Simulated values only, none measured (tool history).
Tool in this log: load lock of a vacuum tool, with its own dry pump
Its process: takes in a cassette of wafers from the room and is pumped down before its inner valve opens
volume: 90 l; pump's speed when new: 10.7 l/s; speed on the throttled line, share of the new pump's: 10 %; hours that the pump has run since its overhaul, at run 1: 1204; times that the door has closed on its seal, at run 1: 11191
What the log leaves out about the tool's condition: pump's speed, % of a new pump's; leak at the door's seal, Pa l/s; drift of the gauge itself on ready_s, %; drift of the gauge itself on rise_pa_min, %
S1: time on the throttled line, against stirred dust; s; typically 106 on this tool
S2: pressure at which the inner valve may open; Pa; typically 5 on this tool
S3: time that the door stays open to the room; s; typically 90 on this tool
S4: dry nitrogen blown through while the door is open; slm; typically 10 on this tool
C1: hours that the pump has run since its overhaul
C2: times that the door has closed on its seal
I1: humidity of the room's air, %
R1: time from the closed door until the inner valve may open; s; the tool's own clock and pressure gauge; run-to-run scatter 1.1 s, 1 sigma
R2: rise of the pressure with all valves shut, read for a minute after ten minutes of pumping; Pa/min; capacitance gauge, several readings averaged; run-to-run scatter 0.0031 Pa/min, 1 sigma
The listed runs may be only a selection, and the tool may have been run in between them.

| run | day | S1 | S2 | S3 | S4 | C1 | C2 | I1 | R1 | R2 |
|---|---|---|---|---|---|---|---|---|---|---|
| 1 | 0.000 | 106 | 5 | 90 | 10 | 1204 | 11191 | 46.3 | 184.0 | 0.127 |
| 2 | 11.971 | 106 | 5 | 90 | 10 | 1491 | 11497 | 45.8 | 184.0 | 0.126 |
| 3 | 32.146 | 106 | 5 | 90 | 10 | 1976 | 12012 | 47.2 | 183.4 | 0.133 |
| 4 | 54.650 | 106 | 5 | 90 | 10 | 2516 | 12588 | 42.6 | 185.3 | 0.133 |
| 5 | 68.054 | 106 | 5 | 90 | 10 | 2837 | 12930 | 47.8 | 186.0 | 0.142 |
| 6 | 85.288 | 106 | 5 | 90 | 10 | 3251 | 13370 | 45.2 | 186.5 | 0.142 |
| 7 | 101.329 | 106 | 5 | 37 | 10 | 3636 | 13780 | 47.1 | 190.4 | 0.127 |
| 8 | 120.100 | 106 | 5 | 37 | 10 | 4086 | 14260 | 46.1 | 188.0 | 0.128 |
| 9 | 139.608 | 166 | 10 | 52 | 4 | 4555 | 14758 | 45.2 | 232.8 | 0.150 |
| 10 | 154.358 | 106 | 5 | 90 | 10 | 4909 | 15135 | 42.7 | 188.5 | 0.156 |
| 11 | 176.700 | 64 | 5 | 25 | 10 | 5445 | 15706 | 42.9 | 151.8 | 0.133 |
| 12 | 188.046 | 106 | 5 | 122 | 6 | 5717 | 15996 | 45.2 | 190.8 | 0.184 |
| 13 | 203.079 | 106 | 5 | 154 | 10 | 6078 | 16380 | 45.5 | 190.9 | 0.193 |
| 14 | 218.908 | 106 | 5 | 154 | 10 | 6458 | 16785 | 42.4 | 189.8 | 0.189 |
| 15 | 230.450 | 106 | 5 | 154 | 10 | 6735 | 17080 | 46.5 | 192.5 | 0.196 |
| 16 | 249.488 | 106 | 5 | 94 | 10 | 7192 | 17566 | 47.6 | 194.9 | 0.182 |

Below are 3 alternative next runs, each starting from the tool's condition after run 16. Predict each:
| A | 267.279 | 106 | 6 | 32 | 10 | 7619 | 18021 | 40.9 | ? | ? |
| B | 267.279 | 167 | 5 | 94 | 4 | 7619 | 18021 | 41.6 | ? | ? |
| C | 267.279 | 205 | 5 | 90 | 7 | 7619 | 18021 | 42.7 | ? | ? |

| run | R1 | R2 |
|---|---|---|
| A | 189.2 | 0.151 |
| B | 248.2 | 0.193 |
| C | 280.1 | 0.188 |
Had the tool no hidden state, the same runs would have come out as:
| run | R1 | R2 |
|---|---|---|
| A | 177.0 | 0.021 |
| B | 236.6 | 0.063 |
| C | 269.0 | 0.057 |
